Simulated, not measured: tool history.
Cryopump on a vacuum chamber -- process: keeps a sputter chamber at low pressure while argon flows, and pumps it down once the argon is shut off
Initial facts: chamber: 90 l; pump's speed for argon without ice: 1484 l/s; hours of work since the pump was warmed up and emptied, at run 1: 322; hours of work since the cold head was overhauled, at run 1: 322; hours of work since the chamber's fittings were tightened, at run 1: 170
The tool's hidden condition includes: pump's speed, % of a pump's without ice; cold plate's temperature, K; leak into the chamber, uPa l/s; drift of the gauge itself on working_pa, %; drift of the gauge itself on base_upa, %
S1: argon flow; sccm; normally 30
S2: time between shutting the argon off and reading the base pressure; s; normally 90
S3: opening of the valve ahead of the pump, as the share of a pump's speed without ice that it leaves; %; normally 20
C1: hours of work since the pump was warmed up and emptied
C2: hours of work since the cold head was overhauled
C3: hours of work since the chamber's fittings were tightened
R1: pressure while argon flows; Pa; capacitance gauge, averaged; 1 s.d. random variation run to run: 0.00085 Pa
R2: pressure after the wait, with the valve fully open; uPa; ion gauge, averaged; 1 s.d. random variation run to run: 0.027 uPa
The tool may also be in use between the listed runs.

run 1 day=0 | S1=30 S2=90 S3=20 | C1=322 C2=322 C3=170 | R1=0.1786 R2=1.42
run 2 day=0.6 | S1=30 S2=90 S3=23 | C1=333 C2=333 C3=182 | R1=0.1567 R2=1.42
run 3 day=1.125 | S1=30 S2=90 S3=23 | C1=343 C2=343 C3=192 | R1=0.1569 R2=1.42
run 4 day=2.067 | S1=30 S2=90 S3=23 | C1=361 C2=361 C3=210 | R1=0.1571 R2=1.43
run 5 day=2.85 | S1=30 S2=90 S3=20 | C1=376 C2=376 C3=224 | R1=0.1812 R2=1.44
run 6 day=3.588 | S1=17 S2=90 S3=20 | C1=390 C2=390 C3=238 | R1=0.1026 R2=1.52
run 7 day=4.012 | S1=49 S2=90 S3=20 | C1=398 C2=398 C3=246 | R1=0.2995 R2=1.54
run 8 day=4.783 | S1=49 S2=90 S3=20 | C1=413 C2=413 C3=261 | R1=0.3011 R2=1.51
run 9 day=5.442 | S1=30 S2=90 S3=17 | C1=425 C2=425 C3=273 | R1=0.2142 R2=1.48
run 10 day=6.017 | S1=30 S2=90 S3=17 | C1=436 C2=436 C3=284 | R1=0.2149 R2=1.49
-- day=6.812 pump warmed up, emptied and cooled again
run 11 day=6.908 | S1=30 S2=22 S3=17 | C1=2 C2=449 C3=297 | R1=0.2002 R2=4.51
run 12 day=7.767 | S1=30 S2=22 S3=17 | C1=18 C2=465 C3=314 | R1=0.1994 R2=4.62
run 13 day=8.671 | S1=30 S2=84 S3=20 | C1=35 C2=482 C3=331 | R1=0.173 R2=1.55
run 14 day=9.654 | S1=30 S2=84 S3=20 | C1=54 C2=501 C3=349 | R1=0.1723 R2=1.49
run 15 day=10.083 | S1=30 S2=84 S3=20 | C1=62 C2=509 C3=357 | R1=0.1733 R2=1.56
run 16 day=10.854 | S1=30 S2=84 S3=20 | C1=76 C2=524 C3=372 | R1=0.1726 R2=1.55
run 17 day=11.829 | S1=30 S2=84 S3=20 | C1=95 C2=542 C3=390 | R1=0.1723 R2=1.52
run 18 day=12.238 | S1=30 S2=84 S3=20 | C1=103 C2=550 C3=398 | R1=0.1752 R2=1.58
run 19 day=12.871 | S1=34 S2=140 S3=20 | C1=115 C2=562 C3=410 | R1=0.1974 R2=1.1
run 20 day=13.8 | S1=28 S2=256 S3=20 | C1=132 C2=579 C3=428 | R1=0.1615 R2=0.79
run 21 day=14.2 | S1=30 S2=90 S3=16 | C1=140 C2=587 C3=435 | R1=0.2198 R2=1.49
run 22 day=14.683 | S1=16 S2=90 S3=39 | C1=149 C2=596 C3=444 | R1=0.0492 R2=1.59
run 23 day=15.196 | S1=30 S2=91 S3=42 | C1=159 C2=606 C3=454 | R1=0.0863 R2=1.48
run 24 day=15.933 | S1=30 S2=91 S3=42 | C1=173 C2=620 C3=468 | R1=0.0855 R2=1.59
run 25 day=16.7 | S1=30 S2=91 S3=42 | C1=187 C2=634 C3=483 | R1=0.0857 R2=1.59
run 26 day=17.262 | S1=30 S2=90 S3=23 | C1=198 C2=645 C3=493 | R1=0.1546 R2=1.56

What does the tool deliver on the next run?
run 27 day=17.904 | S1=45 S2=98 S3=29 | C1=210 C2=657 C3=505 | R1=? R2=?

Run 27 gave R1 0.1856 Pa, R2 1.5 uPa.
If the tool had no hidden condition, the same run with the same run-to-run variation would have returned R1 0.1773 Pa, R2 1.13 uPa.
